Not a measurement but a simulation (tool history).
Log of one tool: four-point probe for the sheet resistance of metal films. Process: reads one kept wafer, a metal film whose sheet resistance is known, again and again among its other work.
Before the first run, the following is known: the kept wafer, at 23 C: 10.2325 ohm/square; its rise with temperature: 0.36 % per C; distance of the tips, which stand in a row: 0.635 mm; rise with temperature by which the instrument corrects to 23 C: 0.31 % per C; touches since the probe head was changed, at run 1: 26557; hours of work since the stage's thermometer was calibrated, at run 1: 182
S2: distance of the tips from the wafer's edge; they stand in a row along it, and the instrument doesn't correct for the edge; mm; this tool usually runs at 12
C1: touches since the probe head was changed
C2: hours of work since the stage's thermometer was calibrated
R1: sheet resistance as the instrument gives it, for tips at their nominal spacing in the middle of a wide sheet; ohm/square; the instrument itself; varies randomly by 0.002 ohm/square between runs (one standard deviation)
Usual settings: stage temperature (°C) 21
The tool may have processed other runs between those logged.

{"run": 1, "hour": 0.0, "stage temperature (°C)": 21, "S2": 12, "C1": 26557, "C2": 182, "R1": 10.328036}
{"run": 2, "hour": 13.2, "stage temperature (°C)": 21, "S2": 12, "C1": 27107, "C2": 190, "R1": 10.33494}
{"run": 3, "hour": 27.3, "stage temperature (°C)": 21, "S2": 50, "C1": 27691, "C2": 198, "R1": 10.32191}
{"run": 4, "hour": 40.9, "stage temperature (°C)": 21, "S2": 12, "C1": 28258, "C2": 206, "R1": 10.337706}
{"run": 5, "hour": 53.8, "stage temperature (°C)": 21, "S2": 70, "C1": 28794, "C2": 214, "R1": 10.322367}
{"run": 6, "hour": 66.6, "stage temperature (°C)": 21, "S2": 70, "C1": 29325, "C2": 222, "R1": 10.321165}
{"run": 7, "hour": 84.6, "stage temperature (°C)": 21, "S2": 70, "C1": 30077, "C2": 232, "R1": 10.32179}
{"run": 8, "hour": 104.1, "stage temperature (°C)": 34, "S2": 70, "C1": 30887, "C2": 244, "R1": 10.3872}
{"hour": 105.4, "done": "stage's thermometer calibrated"}
{"run": 9, "hour": 122.7, "stage temperature (°C)": 34, "S2": 70, "C1": 31638, "C2": 10, "R1": 10.384896}
{"run": 10, "hour": 141.8, "stage temperature (°C)": 34, "S2": 70, "C1": 32433, "C2": 22, "R1": 10.38952}
{"run": 11, "hour": 150.9, "stage temperature (°C)": 34, "S2": 70, "C1": 32814, "C2": 27, "R1": 10.390527}
{"run": 12, "hour": 165.4, "stage temperature (°C)": 33, "S2": 6, "C1": 33414, "C2": 36, "R1": 10.448359}
{"run": 13, "hour": 179.5, "stage temperature (°C)": 20, "S2": 21, "C1": 34000, "C2": 44, "R1": 10.331971}
{"run": 14, "hour": 188.9, "stage temperature (°C)": 20, "S2": 21, "C1": 34392, "C2": 50, "R1": 10.328717}

Predict the results of run 15:
{"run": 15, "hour": 204.2, "stage temperature (°C)": 21, "S2": 22, "C1": 35031, "C2": 59, "R1": "?"}

R1: 10.333791 ohm/square
With the hidden condition absent and the run-to-run variation left alone, this run would have shown R1 10.225771 ohm/square.
